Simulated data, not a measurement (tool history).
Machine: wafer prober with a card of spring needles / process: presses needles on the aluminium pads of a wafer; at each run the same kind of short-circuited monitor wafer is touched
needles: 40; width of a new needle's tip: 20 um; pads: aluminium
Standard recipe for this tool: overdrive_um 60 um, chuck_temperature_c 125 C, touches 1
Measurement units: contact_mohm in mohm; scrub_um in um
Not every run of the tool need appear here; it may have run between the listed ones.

Run 1, day 0.000: usual settings. Result: contact_mohm 296 mohm, scrub_um 15.60 um.
Run 2, day 1.358: usual settings. Result: contact_mohm 298 mohm, scrub_um 15.59 um.
Run 3, day 2.388: usual settings. Result: contact_mohm 295 mohm, scrub_um 15.57 um.
Run 4, day 2.946: usual settings but chuck_temperature_c 58 C. Result: contact_mohm 274 mohm, scrub_um 15.51 um.
Run 5, day 3.754: usual settings but touches 3. Result: contact_mohm 292 mohm, scrub_um 15.59 um.
Run 6, day 5.138: usual settings but touches 3. Result: contact_mohm 293 mohm, scrub_um 15.60 um.
Run 7, day 5.808: usual settings but touches 3. Result: contact_mohm 295 mohm, scrub_um 15.58 um.
Run 8, day 6.983: usual settings but touches 3. Result: contact_mohm 292 mohm, scrub_um 15.55 um.
Run 9, day 7.762: usual settings but touches 3. Result: contact_mohm 298 mohm, scrub_um 15.55 um.
Run 10, day 8.442: usual settings but chuck_temperature_c 38 C. Result: contact_mohm 268 mohm, scrub_um 15.51 um.
Run 11, day 9.192: usual settings but chuck_temperature_c 38 C. Result: contact_mohm 268 mohm, scrub_um 15.58 um.
Run 12, day 10.054: usual settings but chuck_temperature_c 38 C. Result: contact_mohm 269 mohm, scrub_um 15.52 um.
Run 13, day 10.621: usual settings but chuck_temperature_c 38 C. Result: contact_mohm 268 mohm, scrub_um 15.53 um.
Run 14, day 11.996: usual settings but chuck_temperature_c 114 C. Result: contact_mohm 290 mohm, scrub_um 15.62 um.
Run 15, day 12.900: usual settings. Result: contact_mohm 296 mohm, scrub_um 15.48 um.
Run 16, day 14.183: usual settings. Result: contact_mohm 299 mohm, scrub_um 15.56 um.
Run 17, day 14.962: usual settings. Result: contact_mohm 296 mohm, scrub_um 15.55 um.
Run 18, day 15.533: usual settings but overdrive_um 58 um, chuck_temperature_c 72 C. Result: contact_mohm 276 mohm, scrub_um 15.04 um.
Run 19, day 16.600: usual settings but overdrive_um 51 um, chuck_temperature_c 115 C. Result: contact_mohm 299 mohm, scrub_um 13.21 um.
Run 20, day 17.433: usual settings but overdrive_um 61 um, chuck_temperature_c 109 C, touches 2. Result: contact_mohm 282 mohm, scrub_um 15.81 um.
Run 21, day 18.692: usual settings but overdrive_um 49 um. Result: contact_mohm 294 mohm, scrub_um 12.67 um.
Run 22, day 19.267: usual settings but overdrive_um 46 um, touches 2. Result: contact_mohm 306 mohm, scrub_um 11.97 um.
Run 23, day 19.967: usual settings but overdrive_um 46 um, touches 2. Result: contact_mohm 302 mohm, scrub_um 11.94 um.
Run 24, day 20.671: usual settings but overdrive_um 46 um, touches 2. Result: contact_mohm 305 mohm, scrub_um 11.88 um.
Run 25, day 21.879: usual settings but overdrive_um 46 um, touches 2. Result: contact_mohm 301 mohm, scrub_um 11.93 um.
Run 26, day 23.221: usual settings but overdrive_um 48 um, chuck_temperature_c 53 C. Result: contact_mohm 278 mohm, scrub_um 12.43 um.
Run 27, day 24.108: usual settings but overdrive_um 48 um, chuck_temperature_c 53 C. Result: contact_mohm 279 mohm, scrub_um 12.46 um.
Run 28, day 24.900: usual settings but overdrive_um 44 um, chuck_temperature_c 53 C. Result: contact_mohm 278 mohm, scrub_um 11.39 um.
Run 29, day 26.279: usual settings but overdrive_um 44 um, chuck_temperature_c 53 C. Result: contact_mohm 278 mohm, scrub_um 11.43 um.
Run 30, day 27.083: usual settings but overdrive_um 44 um, chuck_temperature_c 53 C. Result: contact_mohm 278 mohm, scrub_um 11.43 um.
Run 31, day 28.221: usual settings but touches 2. Result: contact_mohm 293 mohm, scrub_um 15.57 um.
Run 32, day 29.292: usual settings but overdrive_um 66 um, touches 2. Result: contact_mohm 291 mohm, scrub_um 17.16 um.

Withheld: 37 entries from between the runs. Position of each, and hidden state at the listed run before versus the listed run after:
Runs 1 to 2: tips cleaned on abrasive film (day 0.575); tips cleaned on abrasive film (day 1.358)
  debris on the tips, nm: 0.1 -> 0
Runs 2 to 3: tips cleaned on abrasive film (day 2.196)
  debris on the tips, nm: 0 -> 0.1
Runs 4 to 5: tips cleaned on abrasive film (day 3.050)
  no hidden state differs between the two runs
Runs 5 to 6: tips cleaned on abrasive film (day 3.879); tips cleaned on abrasive film (day 4.683)
  no hidden state differs between the two runs
Runs 6 to 7: tips cleaned on abrasive film (day 5.450)
  no hidden state differs between the two runs
Runs 7 to 8: tips cleaned on abrasive film (day 6.317)
  no hidden state differs between the two runs
Runs 8 to 9: tips cleaned on abrasive film (day 7.083)
  no hidden state differs between the two runs
Runs 9 to 10: tips cleaned on abrasive film (day 7.846)
  no hidden state differs between the two runs
Runs 10 to 11: tips cleaned on abrasive film (day 8.700)
  no hidden state differs between the two runs
Runs 11 to 12: tips cleaned on abrasive film (day 9.517)
  no hidden state differs between the two runs
Runs 12 to 13: tips cleaned on abrasive film (day 10.371)
  no hidden state differs between the two runs
Runs 13 to 14: tips cleaned on abrasive film (day 11.167); tips cleaned on abrasive film (day 11.942)
  debris on the tips, nm: 0.1 -> 0
Runs 14 to 15: tips cleaned on abrasive film (day 12.725)
  debris on the tips, nm: 0 -> 0.1
Runs 15 to 16: tips cleaned on abrasive film (day 13.554)
  no hidden state differs between the two runs
Runs 16 to 17: tips cleaned on abrasive film (day 14.367)
  no hidden state differs between the two runs
Runs 17 to 18: tips cleaned on abrasive film (day 15.133)
  no hidden state differs between the two runs
Runs 18 to 19: tips cleaned on abrasive film (day 15.996)
  no hidden state differs between the two runs
Runs 19 to 20: tips cleaned on abrasive film (day 16.775)
  no hidden state differs between the two runs
Runs 20 to 21: tips cleaned on abrasive film (day 17.529); tips cleaned on abrasive film (day 18.288)
  no hidden state differs between the two runs
Runs 21 to 22: tips cleaned on abrasive film (day 19.167)
  debris on the tips, nm: 0.1 -> 0
Runs 22 to 23: tips cleaned on abrasive film (day 19.967)
  no hidden state differs between the two runs
Runs 24 to 25: tips cleaned on abrasive film (day 20.733); tips cleaned on abrasive film (day 21.483)
  no hidden state differs between the two runs
Runs 25 to 26: height of the first contact set anew (day 22.225); tips cleaned on abrasive film (day 22.342); tips cleaned on abrasive film (day 23.138)
  debris on the tips, nm: 0.1 -> 0
Runs 26 to 27: tips cleaned on abrasive film (day 23.933)
  debris on the tips, nm: 0 -> 0.1
Runs 27 to 28: tips cleaned on abrasive film (day 24.746)
  no hidden state differs between the two runs
Runs 28 to 29: tips cleaned on abrasive film (day 25.521); tips cleaned on abrasive film (day 26.279)
  debris on the tips, nm: 0.1 -> 0
Runs 29 to 30: tips cleaned on abrasive film (day 27.083)
  no hidden state differs between the two runs
Runs 30 to 31: tips cleaned on abrasive film (day 27.883)
  debris on the tips, nm: 0 -> 0.1
Runs 31 to 32: tips cleaned on abrasive film (day 28.762)
  no hidden state differs between the two runs
